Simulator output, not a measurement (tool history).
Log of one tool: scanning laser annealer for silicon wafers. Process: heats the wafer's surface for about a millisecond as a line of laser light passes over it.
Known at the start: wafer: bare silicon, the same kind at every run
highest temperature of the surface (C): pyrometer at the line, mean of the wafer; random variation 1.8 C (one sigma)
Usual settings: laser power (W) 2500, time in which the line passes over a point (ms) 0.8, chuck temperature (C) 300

run	day	laser power (W)	time in which the line passes over a point (ms)	chuck temperature (C)	highest temperature of the surface (C)
1	0	2500	0.8	300	998
2	0.383	2500	0.8	300	1001
3	0.733	2500	0.8	300	998
4	1.304	2500	0.8	300	1000
5	1.546	2500	0.8	300	1001
6	1.929	2676	0.969	300	1125
# day 2.062: window over the wafer cleaned
7	2.475	2676	0.969	300	1119
# day 3: window over the wafer cleaned, once more
8	3	2260	0.969	271	975
9	3.275	2260	0.969	271	974
10	3.629	2626	0.608	301	972

4 ways to go on from here, each from the tool as it stands after run 10. What would each give?
A	3.983	2247	0.683	328	?
B	3.983	2732	0.8	310	?
C	3.983	2626	0.562	292	?
D	3.983	2638	0.683	297	?

run	highest temperature of the surface (C)
A	923
B	1105
C	937
D	1007
Without the tool's hidden state the same runs would have given:
run	highest temperature of the surface (C)
A	928
B	1112
C	943
D	1014
